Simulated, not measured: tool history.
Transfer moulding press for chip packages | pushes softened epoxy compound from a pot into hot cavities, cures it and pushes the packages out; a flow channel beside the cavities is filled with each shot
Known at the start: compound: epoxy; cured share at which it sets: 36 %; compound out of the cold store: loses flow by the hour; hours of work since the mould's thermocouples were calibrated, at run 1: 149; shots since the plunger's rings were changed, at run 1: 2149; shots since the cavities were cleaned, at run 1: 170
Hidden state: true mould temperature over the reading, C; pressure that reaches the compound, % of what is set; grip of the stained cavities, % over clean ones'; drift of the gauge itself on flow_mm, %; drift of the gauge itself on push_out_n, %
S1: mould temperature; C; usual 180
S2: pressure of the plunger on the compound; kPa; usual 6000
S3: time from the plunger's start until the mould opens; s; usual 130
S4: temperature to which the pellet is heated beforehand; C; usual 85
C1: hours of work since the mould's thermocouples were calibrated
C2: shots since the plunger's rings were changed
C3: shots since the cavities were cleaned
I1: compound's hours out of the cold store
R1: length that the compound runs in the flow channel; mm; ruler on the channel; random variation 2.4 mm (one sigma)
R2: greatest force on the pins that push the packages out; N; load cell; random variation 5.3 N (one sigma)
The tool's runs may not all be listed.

Run 1, hour 0.0: usual settings; C1 149; C2 2149; C3 170; I1 38.6. Result: R1 535 mm, R2 239 N.
At hour 56.2: cavities cleaned with cleaning compound and waxed.
Run 2, hour 60.3: usual settings; C1 176; C2 2537; C3 27; I1 10.7. Result: R1 586 mm, R2 192 N.
Run 3, hour 94.6: usual settings but S3 155 s; C1 192; C2 2763; C3 253; I1 11.1. Result: R1 584 mm, R2 236 N.
Run 4, hour 136.0: usual settings; C1 211; C2 3037; C3 527; I1 39.6. Result: R1 524 mm, R2 295 N.
At hour 140.8: cavities cleaned with cleaning compound and waxed.
Run 5, hour 186.1: usual settings; C1 233; C2 3358; C3 299; I1 12.9. Result: R1 576 mm, R2 275 N.
At hour 222.3: cavities cleaned with cleaning compound and waxed.
Run 6, hour 225.1: usual settings; C1 250; C2 3606; C3 19; I1 16.1. Result: R1 565 mm, R2 194 N.
Run 7, hour 263.8: usual settings but S3 164 s; C1 268; C2 3861; C3 274; I1 9.5. Result: R1 574 mm, R2 237 N.
Run 8, hour 288.4: usual settings but S2 4990 kPa; C1 279; C2 4024; C3 437; I1 26.6. Result: R1 493 mm, R2 300 N.
At hour 303.6: cavities cleaned with cleaning compound and waxed.
Run 9, hour 334.6: usual settings but S2 4990 kPa; C1 300; C2 4319; C3 204; I1 13.4. Result: R1 515 mm, R2 253 N.
At hour 361.5: plunger's sealing rings changed.
At hour 388.6: cavities cleaned with cleaning compound and waxed.
Run 10, hour 399.0: usual settings but S3 137 s; C1 327; C2 238; C3 69; I1 29.4. Result: R1 575 mm, R2 203 N.
At hour 406.2: mould's thermocouples calibrated.
Run 11, hour 439.1: usual settings but S3 115 s; C1 15; C2 490; C3 321; I1 22.7. Result: R1 586 mm, R2 317 N.
Run 12, hour 467.6: usual settings; C1 28; C2 678; C3 509; I1 35.1. Result: R1 557 mm, R2 313 N.
At hour 474.5: cavities cleaned with cleaning compound and waxed.
Run 13, hour 508.9: usual settings but S3 112 s; C1 46; C2 941; C3 227; I1 14.7. Result: R1 601 mm, R2 323 N.
At hour 559.8: cavities cleaned with cleaning compound and waxed.
Run 14, hour 561.3: usual settings but S3 112 s; C1 70; C2 1277; C3 10; I1 22.7. Result: R1 575 mm, R2 233 N.
Run 15, hour 600.3: usual settings but S1 182 C, S3 151 s; C1 88; C2 1534; C3 267; I1 22.6. Result: R1 572 mm, R2 242 N.
At hour 645.0: cavities cleaned with cleaning compound and waxed.
Run 16, hour 653.1: usual settings but S1 182 C, S2 5010 kPa, S3 151 s, S4 77 C; C1 111; C2 1874; C3 54; I1 19.5. Result: R1 531 mm, R2 186 N.
At hour 674.0: mould's thermocouples calibrated, once more.
Run 17, hour 708.7: usual settings but S1 176 C, S2 5150 kPa, S3 141 s, S4 83 C; C1 16; C2 2227; C3 407; I1 17.7. Result: R1 546 mm, R2 292 N.
At hour 729.1: cavities cleaned with cleaning compound and waxed.
Run 18, hour 736.1: usual settings but S1 176 C, S2 5150 kPa, S3 141 s, S4 83 C; C1 28; C2 2399; C3 47; I1 9.9. Result: R1 557 mm, R2 208 N.
Run 19, hour 794.5: usual settings but S1 176 C, S2 5150 kPa, S3 141 s, S4 83 C; C1 55; C2 2784; C3 432; I1 16.6. Result: R1 538 mm, R2 309 N.
At hour 810.4: cavities cleaned with cleaning compound and waxed.
Run 20, hour 844.1: usual settings but S2 5150 kPa, S3 141 s, S4 83 C; C1 77; C2 3102; C3 222; I1 47.3. Result: R1 475 mm, R2 243 N.
Run 21, hour 887.9: usual settings but S1 173 C, S3 146 s; C1 97; C2 3391; C3 511; I1 18.3. Result: R1 582 mm, R2 368 N.
At hour 892.3: cavities cleaned with cleaning compound and waxed.
Run 22, hour 917.9: usual settings but S1 174 C, S2 5910 kPa, S3 151 s, S4 92 C; C1 110; C2 3580; C3 169; I1 33.1. Result: R1 547 mm, R2 245 N.

The next listed run, before its measurement:
Run 23, hour 969.1: usual settings but S1 181 C, S2 6800 kPa, S3 151 s, S4 88 C; C1 133; C2 3918; C3 507; I1 18.9. Result: R1 ?, R2 ?.

R1: 592 mm
R2: 285 N
Without the tool's hidden state the same run would have given R1 632 mm, R2 166 N.
